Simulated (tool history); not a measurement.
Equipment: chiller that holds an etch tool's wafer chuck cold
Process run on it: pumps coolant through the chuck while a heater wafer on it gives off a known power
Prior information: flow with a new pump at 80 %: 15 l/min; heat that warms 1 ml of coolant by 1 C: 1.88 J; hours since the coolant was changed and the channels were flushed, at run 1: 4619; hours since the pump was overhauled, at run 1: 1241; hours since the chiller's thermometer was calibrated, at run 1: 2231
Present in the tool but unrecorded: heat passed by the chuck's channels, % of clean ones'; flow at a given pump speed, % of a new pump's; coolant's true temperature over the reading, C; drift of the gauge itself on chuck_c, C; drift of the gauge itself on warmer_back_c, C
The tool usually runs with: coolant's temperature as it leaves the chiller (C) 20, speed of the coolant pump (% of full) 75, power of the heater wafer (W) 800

run      day  coolant's temperature as it leaves the chiller (C)  speed of the coolant pump (% of full)  power of the heater wafer (W)  hours since the coolant was changed and the channels were flushed  hours since the pump was overhauled  hours since the chiller's thermometer was calibrated  chuck's temperature once it has settled (C)  how much warmer the coolant comes back (C)
  1    0.000                                                  20                                     75                            800                                                               4619                                 1241                                                  2231                                         26.9                                        1.88
  2    7.125                                                  11                                     75                            800                                                               4790                                 1412                                                  2402                                         18.0                                        1.93
  3   11.425                                                  11                                     75                            800                                                               4894                                 1515                                                  2505                                         18.3                                        1.86
  4   20.454                                                  11                                     75                            800                                                               5110                                 1732                                                  2722                                         18.2                                        1.91
      23.529  -- chiller's thermometer calibrated
  5   25.754                                                  11                                     75                            800                                                               5236                                 1858                                                    53                                         17.6                                        1.97
  6   35.075                                                  11                                     75                            800                                                               5460                                 2082                                                   277                                         17.8                                        1.96
  7   40.458                                                  20                                     78                            800                                                               5589                                 2211                                                   406                                         26.6                                        1.92
  8   44.779                                                  20                                     78                            800                                                               5693                                 2315                                                   510                                         26.7                                        1.87
  9   53.046                                                  20                                     78                            800                                                               5891                                 2513                                                   708                                         26.9                                        1.86
 10   57.921                                                  20                                     78                            800                                                               6008                                 2630                                                   825                                         27.0                                        1.95
 11   64.046                                                  20                                     78                            800                                                               6155                                 2777                                                   972                                         27.0                                        1.93
 12   72.438                                                  20                                     75                            800                                                               6357                                 2979                                                  1174                                         27.4                                        1.98
      75.758  -- coolant changed, channels flushed
 13   80.462                                                  20                                     75                            800                                                                113                                 3165                                                  1360                                         26.0                                        1.98
 14   87.425                                                  20                                     75                            800                                                                280                                 3332                                                  1528                                         26.0                                        2.04
 15   96.188                                                  20                                     75                            402                                                                490                                 3543                                                  1738                                         23.1                                        0.96
 16  100.646                                                  20                                     75                            402                                                                597                                 3649                                                  1845                                         23.3                                        1.03

The next listed run, before its measurement:
 17  109.108                                                  28                                     64                           1131                                                                800                                 3853                                                  2048                                            ?                                           ?

chuck's temperature once it has settled (C): 38.2
how much warmer the coolant comes back (C): 3.41
Were there no unlogged condition in the tool, this run, its random variation unchanged, would have produced chuck's temperature once it has settled (C) 36.6, how much warmer the coolant comes back (C) 3.02.
